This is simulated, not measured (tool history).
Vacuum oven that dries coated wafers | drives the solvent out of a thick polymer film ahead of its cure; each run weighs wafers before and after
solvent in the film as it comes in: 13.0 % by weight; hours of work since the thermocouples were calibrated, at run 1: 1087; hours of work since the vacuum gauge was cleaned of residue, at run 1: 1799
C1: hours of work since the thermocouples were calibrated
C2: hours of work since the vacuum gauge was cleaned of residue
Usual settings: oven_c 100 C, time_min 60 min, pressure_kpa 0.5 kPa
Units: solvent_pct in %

Run 1, hour 0: usual settings; C1 1087; C2 1799. Result: solvent_pct 3.6 %.
Run 2, hour 56.1: usual settings but time_min 42 min; C1 1126; C2 1838. Result: solvent_pct 4.34 %.
Run 3, hour 123.5: usual settings but time_min 42 min; C1 1172; C2 1884. Result: solvent_pct 4.44 %.
Run 4, hour 195.1: usual settings but time_min 42 min; C1 1222; C2 1933. Result: solvent_pct 4.39 %.
Run 5, hour 279.1: usual settings but time_min 42 min; C1 1279; C2 1991. Result: solvent_pct 4.65 %.
At hour 288.6: oven's thermocouples calibrated.
Run 6, hour 376.3: usual settings but oven_c 99 C, time_min 42 min; C1 60; C2 2057. Result: solvent_pct 5.02 %.
Run 7, hour 461: usual settings but time_min 32 min; C1 119; C2 2115. Result: solvent_pct 5.7 %.
Run 8, hour 529.9: usual settings but time_min 32 min; C1 166; C2 2162. Result: solvent_pct 5.46 %.
At hour 580: oven's thermocouples calibrated, once more.
Run 9, hour 632.9: usual settings but time_min 32 min; C1 36; C2 2232. Result: solvent_pct 5.35 %.
Run 10, hour 756.8: usual settings but oven_c 94 C; C1 122; C2 2317. Result: solvent_pct 5.18 %.
Run 11, hour 824.4: usual settings but oven_c 114 C, pressure_kpa 0.892 kPa; C1 168; C2 2363. Result: solvent_pct 2.45 %.
Run 12, hour 915.9: usual settings but oven_c 114 C, pressure_kpa 0.892 kPa; C1 231; C2 2426. Result: solvent_pct 2.42 %.
Run 13, hour 993: usual settings but time_min 86 min, pressure_kpa 0.763 kPa; C1 284; C2 2479. Result: solvent_pct 3.91 %.
Run 14, hour 1053.2: usual settings but time_min 86 min, pressure_kpa 0.763 kPa; C1 325; C2 2521. Result: solvent_pct 3.99 %.
Run 15, hour 1176.2: usual settings but time_min 36 min; C1 410; C2 2605. Result: solvent_pct 5.36 %.
Run 16, hour 1299.1: usual settings but time_min 36 min; C1 495; C2 2690. Result: solvent_pct 5.41 %.
Run 17, hour 1361.2: usual settings but oven_c 94 C, pressure_kpa 0.875 kPa; C1 537; C2 2733. Result: solvent_pct 6.5 %.

Forecast run 18:
Run 18, hour 1475.4: usual settings but oven_c 94 C, pressure_kpa 0.875 kPa; C1 616; C2 2811. Result: solvent_pct ?.

solvent_pct: 6.48 %
Without the tool's hidden state the same run would have given solvent_pct 3.58 %.
